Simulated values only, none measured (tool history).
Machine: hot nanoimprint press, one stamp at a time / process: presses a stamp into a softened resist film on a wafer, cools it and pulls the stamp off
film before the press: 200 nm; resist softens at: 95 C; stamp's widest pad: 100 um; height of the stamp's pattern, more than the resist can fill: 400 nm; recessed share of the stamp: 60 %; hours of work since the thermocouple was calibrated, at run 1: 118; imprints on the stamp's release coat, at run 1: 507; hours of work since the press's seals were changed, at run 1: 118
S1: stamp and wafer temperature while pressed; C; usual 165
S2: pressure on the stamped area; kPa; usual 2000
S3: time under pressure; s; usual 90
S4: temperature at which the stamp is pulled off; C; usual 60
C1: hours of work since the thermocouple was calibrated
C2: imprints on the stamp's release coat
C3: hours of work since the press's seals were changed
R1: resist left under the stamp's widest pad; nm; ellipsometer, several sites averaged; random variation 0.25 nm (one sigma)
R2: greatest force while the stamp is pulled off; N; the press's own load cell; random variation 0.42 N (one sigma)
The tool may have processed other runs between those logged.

{"run": 1, "hour": 0.0, "S1": 165, "S2": 2000, "S3": 90, "S4": 60, "C1": 118, "C2": 507, "C3": 118, "R1": 71.1, "R2": 91.1}
{"run": 2, "hour": 33.9, "S1": 165, "S2": 2000, "S3": 90, "S4": 60, "C1": 133, "C2": 589, "C3": 133, "R1": 70.5, "R2": 90.6}
{"run": 3, "hour": 66.7, "S1": 165, "S2": 2000, "S3": 90, "S4": 60, "C1": 148, "C2": 668, "C3": 148, "R1": 71, "R2": 90.8}
{"run": 4, "hour": 96.1, "S1": 165, "S2": 2000, "S3": 90, "S4": 60, "C1": 160, "C2": 739, "C3": 160, "R1": 71.1, "R2": 91.4}
{"run": 5, "hour": 133.5, "S1": 165, "S2": 2000, "S3": 90, "S4": 60, "C1": 177, "C2": 829, "C3": 177, "R1": 71.2, "R2": 90.9}
{"run": 6, "hour": 155.7, "S1": 165, "S2": 2000, "S3": 90, "S4": 60, "C1": 186, "C2": 882, "C3": 186, "R1": 71.2, "R2": 90.8}
{"run": 7, "hour": 183.1, "S1": 165, "S2": 2000, "S3": 90, "S4": 60, "C1": 198, "C2": 948, "C3": 198, "R1": 71.1, "R2": 90.1}
{"hour": 197.5, "done": "stamp cleaned and given a new release coat"}
{"run": 8, "hour": 230.4, "S1": 165, "S2": 2000, "S3": 90, "S4": 60, "C1": 216, "C2": 79, "C3": 216, "R1": 71.3, "R2": 90.2}
{"run": 9, "hour": 272.4, "S1": 171, "S2": 2000, "S3": 90, "S4": 60, "C1": 234, "C2": 180, "C3": 234, "R1": 52.5, "R2": 91}
{"run": 10, "hour": 303.4, "S1": 171, "S2": 2000, "S3": 90, "S4": 60, "C1": 248, "C2": 255, "C3": 248, "R1": 52.1, "R2": 90.4}
{"run": 11, "hour": 328.4, "S1": 171, "S2": 2000, "S3": 90, "S4": 60, "C1": 259, "C2": 315, "C3": 259, "R1": 52.9, "R2": 90.5}
{"hour": 357.2, "done": "plate thermocouple calibrated"}
{"run": 12, "hour": 362.9, "S1": 171, "S2": 2000, "S3": 59, "S4": 60, "C1": 3, "C2": 391, "C3": 273, "R1": 62.2, "R2": 90.5}
{"run": 13, "hour": 389.3, "S1": 171, "S2": 2000, "S3": 59, "S4": 60, "C1": 14, "C2": 454, "C3": 284, "R1": 62.3, "R2": 90.5}
{"run": 14, "hour": 428.7, "S1": 171, "S2": 2000, "S3": 59, "S4": 60, "C1": 31, "C2": 549, "C3": 301, "R1": 61.9, "R2": 90.6}
{"run": 15, "hour": 453.2, "S1": 172, "S2": 2000, "S3": 90, "S4": 60, "C1": 42, "C2": 608, "C3": 312, "R1": 49.7, "R2": 91.2}
{"run": 16, "hour": 482.5, "S1": 165, "S2": 2000, "S3": 73, "S4": 60, "C1": 55, "C2": 679, "C3": 325, "R1": 76.8, "R2": 91.3}
{"run": 17, "hour": 529.1, "S1": 165, "S2": 1660, "S3": 73, "S4": 53, "C1": 75, "C2": 791, "C3": 345, "R1": 84.5, "R2": 96.9}
{"run": 18, "hour": 549.0, "S1": 160, "S2": 1660, "S3": 48, "S4": 53, "C1": 84, "C2": 839, "C3": 354, "R1": 122.3, "R2": 96.4}
{"run": 19, "hour": 577.7, "S1": 160, "S2": 1660, "S3": 91, "S4": 58, "C1": 96, "C2": 908, "C3": 366, "R1": 99, "R2": 91.9}
{"hour": 609.2, "done": "stamp cleaned and given a new release coat"}
{"run": 20, "hour": 612.8, "S1": 158, "S2": 1660, "S3": 91, "S4": 58, "C1": 109, "C2": 8, "C3": 379, "R1": 109.3, "R2": 92.1}
{"run": 21, "hour": 644.8, "S1": 170, "S2": 1840, "S3": 124, "S4": 58, "C1": 123, "C2": 85, "C3": 393, "R1": 50.3, "R2": 92.1}
{"run": 22, "hour": 671.3, "S1": 170, "S2": 1840, "S3": 124, "S4": 58, "C1": 134, "C2": 149, "C3": 404, "R1": 50.8, "R2": 92.8}
{"run": 23, "hour": 704.0, "S1": 166, "S2": 2280, "S3": 155, "S4": 58, "C1": 148, "C2": 228, "C3": 418, "R1": 50, "R2": 92.6}
{"run": 24, "hour": 727.8, "S1": 166, "S2": 2280, "S3": 155, "S4": 58, "C1": 159, "C2": 286, "C3": 429, "R1": 50.4, "R2": 92.4}
{"run": 25, "hour": 761.9, "S1": 175, "S2": 2000, "S3": 90, "S4": 60, "C1": 174, "C2": 368, "C3": 444, "R1": 43.2, "R2": 90.9}
{"run": 26, "hour": 807.8, "S1": 165, "S2": 3130, "S3": 120, "S4": 60, "C1": 194, "C2": 478, "C3": 464, "R1": 50, "R2": 90.6}
{"run": 27, "hour": 846.7, "S1": 167, "S2": 1550, "S3": 90, "S4": 59, "C1": 211, "C2": 572, "C3": 481, "R1": 73.2, "R2": 91.9}
{"run": 28, "hour": 865.7, "S1": 167, "S2": 3020, "S3": 82, "S4": 60, "C1": 219, "C2": 618, "C3": 489, "R1": 53.6, "R2": 90.4}
{"run": 29, "hour": 907.9, "S1": 158, "S2": 2760, "S3": 148, "S4": 51, "C1": 237, "C2": 719, "C3": 507, "R1": 72.3, "R2": 98.4}

Hidden state at the last listed run before each entry between runs and at the first one after, where it differs:
Runs 7 to 8: stamp cleaned and given a new release coat (hour 197.5)
  grip of the stamp's worn release coat, % over a new coat's: 0.2 -> 0
Runs 11 to 12: plate thermocouple calibrated (hour 357.2)
  true temperature over the reading, C: -0.03 -> 0
Runs 19 to 20: stamp cleaned and given a new release coat (hour 609.2)
  grip of the stamp's worn release coat, % over a new coat's: 0.2 -> 0
